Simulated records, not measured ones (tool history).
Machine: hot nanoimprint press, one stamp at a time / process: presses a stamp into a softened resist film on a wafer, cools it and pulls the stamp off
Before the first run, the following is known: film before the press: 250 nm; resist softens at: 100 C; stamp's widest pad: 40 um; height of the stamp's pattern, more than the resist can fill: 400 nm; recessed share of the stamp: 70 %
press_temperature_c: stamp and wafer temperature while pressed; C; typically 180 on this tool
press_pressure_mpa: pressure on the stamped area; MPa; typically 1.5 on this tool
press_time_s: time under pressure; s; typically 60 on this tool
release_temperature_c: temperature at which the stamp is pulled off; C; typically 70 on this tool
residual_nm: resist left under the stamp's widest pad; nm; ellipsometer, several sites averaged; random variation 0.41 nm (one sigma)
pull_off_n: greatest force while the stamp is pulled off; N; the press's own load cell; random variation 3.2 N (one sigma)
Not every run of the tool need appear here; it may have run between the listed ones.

run,day,press_temperature_c,press_pressure_mpa,press_time_s,release_temperature_c,residual_nm,pull_off_n
1,0,180,1.5,60,70,98.3,197
2,1.654,180,1.5,60,70,99.3,205
3,3.158,180,1.5,60,70,99.3,210
4,5.371,180,1.5,60,70,99,208
5,8.012,180,1.5,60,70,99.6,215
6,11.062,180,1.5,60,71,100.4,222
# day 12.288: stamp cleaned and given a new release coat
7,14.512,180,1.5,60,71,100.7,155
8,16.283,180,1.5,60,71,101.4,156
9,17.633,180,1.5,41,70,117.1,164
10,19.646,180,1.5,60,70,101.1,172
# day 20.029: plate thermocouple calibrated
11,22.129,180,1.5,60,70,98.4,169
12,24.671,180,1.5,60,70,97.9,180
13,27.662,180,1.5,60,70,99.5,179
14,29.921,180,1.5,91,73,83.7,182
15,32.675,180,1.5,101,70,80.4,204
16,35.704,183,1.03,69,60,97.8,249
17,38.512,180,1.65,54,72,101,213
18,40.629,180,1.65,54,72,101.4,216
# day 41.483: stamp cleaned and given a new release coat
19,43.308,189,1.03,88,59,69.3,184
# day 44.8: press's hydraulic seals changed and the load cell set to zero
20,45.175,174,0.95,60,72,149.1,153
# day 46.096: plate thermocouple calibrated
21,47.296,174,1.94,46,72,122.2,158
22,48.646,173,1.94,45,57,128.8,206
23,50.608,173,1.94,45,57,129.4,216
24,52.392,173,1.94,45,57,129.8,227
25,55.204,180,1.5,60,70,96.7,188
26,58.242,188,1.13,46,60,88.2,225

Forecast each of these 4 alternatives for the next run:
A,61.192,188,1.13,38,60,?,?
B,61.192,175,2.16,46,67,?,?
C,61.192,188,1.13,46,60,?,?
D,61.192,188,1.61,31,60,?,?

run,residual_nm,pull_off_n
A,95.8,236
B,114.3,213
C,88.6,240
D,88.5,238
Had the tool no hidden state, the same runs would have come out as:
run,residual_nm,pull_off_n
A,94.4,177
B,112.1,159
C,87.2,180
D,87,178

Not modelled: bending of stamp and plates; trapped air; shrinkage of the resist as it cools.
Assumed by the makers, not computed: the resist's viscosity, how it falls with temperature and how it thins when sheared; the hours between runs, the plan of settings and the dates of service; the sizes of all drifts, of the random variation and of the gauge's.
